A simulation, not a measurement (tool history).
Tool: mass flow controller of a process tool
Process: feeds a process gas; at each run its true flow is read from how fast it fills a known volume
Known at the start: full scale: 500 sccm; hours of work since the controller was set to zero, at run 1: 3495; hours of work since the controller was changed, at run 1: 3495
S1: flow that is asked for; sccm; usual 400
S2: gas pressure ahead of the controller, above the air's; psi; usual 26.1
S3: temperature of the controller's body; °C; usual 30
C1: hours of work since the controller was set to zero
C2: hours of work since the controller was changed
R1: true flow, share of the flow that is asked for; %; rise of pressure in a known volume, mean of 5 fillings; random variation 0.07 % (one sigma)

Run 1, hour 0.0: usual settings; C1 3495; C2 3495. Result: R1 97.10 %.
Run 2, hour 179.1: usual settings but S1 68 sccm; C1 3622; C2 3622. Result: R1 91.18 %.
Run 3, hour 403.1: usual settings but S3 26 °C; C1 3781; C2 3781. Result: R1 97.26 %.
Run 4, hour 574.1: usual settings but S3 26 °C; C1 3902; C2 3902. Result: R1 97.09 %.
Run 5, hour 708.0: usual settings; C1 3997; C2 3997. Result: R1 96.46 %.
Run 6, hour 897.3: usual settings; C1 4131; C2 4131. Result: R1 96.71 %.
Run 7, hour 1018.0: usual settings; C1 4217; C2 4217. Result: R1 96.48 %.
Run 8, hour 1250.4: usual settings but S1 183 sccm; C1 4381; C2 4381. Result: R1 94.21 %.
Run 9, hour 1421.3: usual settings but S1 328 sccm; C1 4503; C2 4503. Result: R1 95.67 %.
Run 10, hour 1627.6: usual settings; C1 4649; C2 4649. Result: R1 96.25 %.
Run 11, hour 1765.3: usual settings; C1 4746; C2 4746. Result: R1 96.17 %.

The next listed run, before its measurement:
Run 12, hour 1894.7: usual settings but S2 23.9 psi, S3 28 °C; C1 4838; C2 4838. Result: R1 ?.

R1: 96.30 %
Without the tool's hidden state the same run would have given R1 99.37 %.
